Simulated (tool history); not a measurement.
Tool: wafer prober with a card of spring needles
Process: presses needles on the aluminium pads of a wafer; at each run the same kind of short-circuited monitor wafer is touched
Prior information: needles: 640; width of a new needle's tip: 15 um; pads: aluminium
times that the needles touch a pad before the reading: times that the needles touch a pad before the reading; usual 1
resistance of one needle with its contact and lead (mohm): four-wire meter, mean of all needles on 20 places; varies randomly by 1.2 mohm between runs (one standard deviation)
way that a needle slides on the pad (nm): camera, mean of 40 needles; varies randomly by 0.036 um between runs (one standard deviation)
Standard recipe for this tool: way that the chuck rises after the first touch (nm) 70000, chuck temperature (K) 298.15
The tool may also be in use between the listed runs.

| run | hour | way that the chuck rises after the first touch (nm) | chuck temperature (K) | times that the needles touch a pad before the reading | resistance of one needle with its contact and lead (mohm) | way that a needle slides on the pad (nm) |
|---|---|---|---|---|---|---|
| 1 | 0 | 70000 | 298.15 | 1 | 125 | 14350 |
|  | 7.6 | tips cleaned on abrasive film |
|  | 21.9 | tips cleaned on abrasive film |
| 2 | 28.1 | 70000 | 298.15 | 1 | 127 | 14340 |
|  | 35.1 | tips cleaned on abrasive film |
|  | 49.5 | tips cleaned on abrasive film |
|  | 62.3 | tips cleaned on abrasive film |
| 3 | 62.3 | 70000 | 298.15 | 1 | 128 | 14320 |
|  | 75.1 | tips cleaned on abrasive film |
|  | 88.7 | tips cleaned on abrasive film |
| 4 | 90.2 | 70000 | 298.15 | 1 | 127 | 14390 |
|  | 101.1 | tips cleaned on abrasive film |
|  | 114.8 | tips cleaned on abrasive film |
| 5 | 124.4 | 70000 | 298.15 | 1 | 129 | 14390 |
|  | 127.6 | tips cleaned on abrasive film |
|  | 141.2 | tips cleaned on abrasive film |
| 6 | 148.6 | 57000 | 298.15 | 1 | 127 | 11720 |
|  | 153.7 | tips cleaned on abrasive film |
|  | 167.7 | tips cleaned on abrasive film |
|  | 180 | tips cleaned on abrasive film |
| 7 | 185.3 | 70000 | 298.15 | 1 | 126 | 14360 |
|  | 194.4 | tips cleaned on abrasive film |
|  | 209.5 | tips cleaned on abrasive film |
|  | 223.5 | tips cleaned on abrasive film |
| 8 | 229.9 | 70000 | 298.15 | 1 | 128 | 14410 |
|  | 237.9 | tips cleaned on abrasive film |
| 9 | 248.3 | 70000 | 298.15 | 1 | 127 | 14240 |
|  | 251.5 | tips cleaned on abrasive film |
|  | 264.9 | tips cleaned on abrasive film |
|  | 278.7 | tips cleaned on abrasive film |
| 10 | 279.4 | 70000 | 298.15 | 1 | 129 | 14270 |
|  | 293.3 | tips cleaned on abrasive film |
|  | 308 | tips cleaned on abrasive film |
|  | 322.2 | tips cleaned on abrasive film |
| 11 | 324.7 | 70000 | 298.15 | 1 | 125 | 14270 |
|  | 335.9 | tips cleaned on abrasive film |
|  | 350 | tips cleaned on abrasive film |
|  | 364.2 | tips cleaned on abrasive film |
| 12 | 369.2 | 51000 | 298.15 | 1 | 131 | 10390 |
|  | 377.5 | tips cleaned on abrasive film |
|  | 391.6 | tips cleaned on abrasive film |
|  | 404.9 | tips cleaned on abrasive film |
| 13 | 409.3 | 51000 | 298.15 | 1 | 130 | 10370 |
|  | 417.8 | tips cleaned on abrasive film |
|  | 431 | tips cleaned on abrasive film |
|  | 443.8 | tips cleaned on abrasive film |
| 14 | 443.8 | 70000 | 298.15 | 1 | 129 | 14240 |
|  | 456.1 | tips cleaned on abrasive film |
|  | 468.4 | tips cleaned on abrasive film |
| 15 | 468.4 | 70000 | 360.15 | 1 | 134 | 14260 |
|  | 476.7 | height of the first contact set anew |
|  | 482.9 | tips cleaned on abrasive film |
| 16 | 487.9 | 70000 | 360.15 | 1 | 137 | 14230 |
|  | 495.8 | tips cleaned on abrasive film |
|  | 508 | tips cleaned on abrasive film |
|  | 521.4 | tips cleaned on abrasive film |
| 17 | 532.8 | 78000 | 359.15 | 2 | 134 | 15870 |
|  | 535.9 | tips cleaned on abrasive film |
|  | 549.7 | tips cleaned on abrasive film |
|  | 564.5 | tips cleaned on abrasive film |
| 18 | 575.9 | 78000 | 359.15 | 2 | 136 | 15810 |
|  | 578.3 | tips cleaned on abrasive film |
|  | 592.5 | tips cleaned on abrasive film |
| 19 | 600.6 | 63000 | 310.15 | 2 | 130 | 12740 |
|  | 606.2 | tips cleaned on abrasive film |
|  | 620.4 | tips cleaned on abrasive film |
| 20 | 624 | 87000 | 389.15 | 2 | 139 | 17680 |
|  | 634.9 | tips cleaned on abrasive film |
| 21 | 646.3 | 63000 | 348.15 | 3 | 135 | 12790 |
|  | 649.3 | tips cleaned on abrasive film |
|  | 663.4 | tips cleaned on abrasive film |
|  | 675.6 | tips cleaned on abrasive film |
|  | 689.8 | tips cleaned on abrasive film |
| 22 | 689.8 | 63000 | 348.15 | 3 | 135 | 12850 |
|  | 704.7 | tips cleaned on abrasive film |
|  | 718 | tips cleaned on abrasive film |
|  | 730.6 | tips cleaned on abrasive film |
| 23 | 730.6 | 83000 | 331.15 | 1 | 131 | 16890 |
|  | 744.1 | tips cleaned on abrasive film |
|  | 759.3 | tips cleaned on abrasive film |
| 24 | 759.5 | 89000 | 298.15 | 2 | 124 | 18080 |
|  | 773.5 | tips cleaned on abrasive film |
|  | 786.5 | tips cleaned on abrasive film |
| 25 | 791 | 57000 | 324.15 | 2 | 131 | 11600 |
|  | 800.2 | tips cleaned on abrasive film |
|  | 814.1 | tips cleaned on abrasive film |
|  | 827.8 | tips cleaned on abrasive film |
| 26 | 836.1 | 70000 | 298.15 | 1 | 128 | 14100 |
|  | 841.6 | tips cleaned on abrasive film |
|  | 856.2 | tips cleaned on abrasive film |
| 27 | 866.5 | 62000 | 298.15 | 1 | 128 | 12560 |
|  | 869.7 | tips cleaned on abrasive film |
|  | 883 | tips cleaned on abrasive film |
|  | 897.6 | tips cleaned on abrasive film |
| 28 | 901.3 | 62000 | 341.15 | 1 | 134 | 12570 |

Here are 3 independent what-if runs from the current tool condition. What would each one return?
|  | 912.1 | tips cleaned on abrasive film |
|  | 925.3 | tips cleaned on abrasive film |
| A | 932.5 | 70000 | 298.15 | 2 | ? | ? |
|  | 912.1 | tips cleaned on abrasive film |
|  | 925.3 | tips cleaned on abrasive film |
| B | 932.5 | 65000 | 348.15 | 1 | ? | ? |
|  | 912.1 | tips cleaned on abrasive film |
|  | 925.3 | tips cleaned on abrasive film |
| C | 932.5 | 62000 | 360.15 | 1 | ? | ? |

| run | resistance of one needle with its contact and lead (mohm) | way that a needle slides on the pad (nm) |
|---|---|---|
| A | 128 | 14100 |
| B | 135 | 13130 |
| C | 136 | 12560 |
Stripped of hidden state, with their random variation kept, the same runs would have yielded:
| run | resistance of one needle with its contact and lead (mohm) | way that a needle slides on the pad (nm) |
|---|---|---|
| A | 128 | 14320 |
| B | 134 | 13340 |
| C | 136 | 12760 |
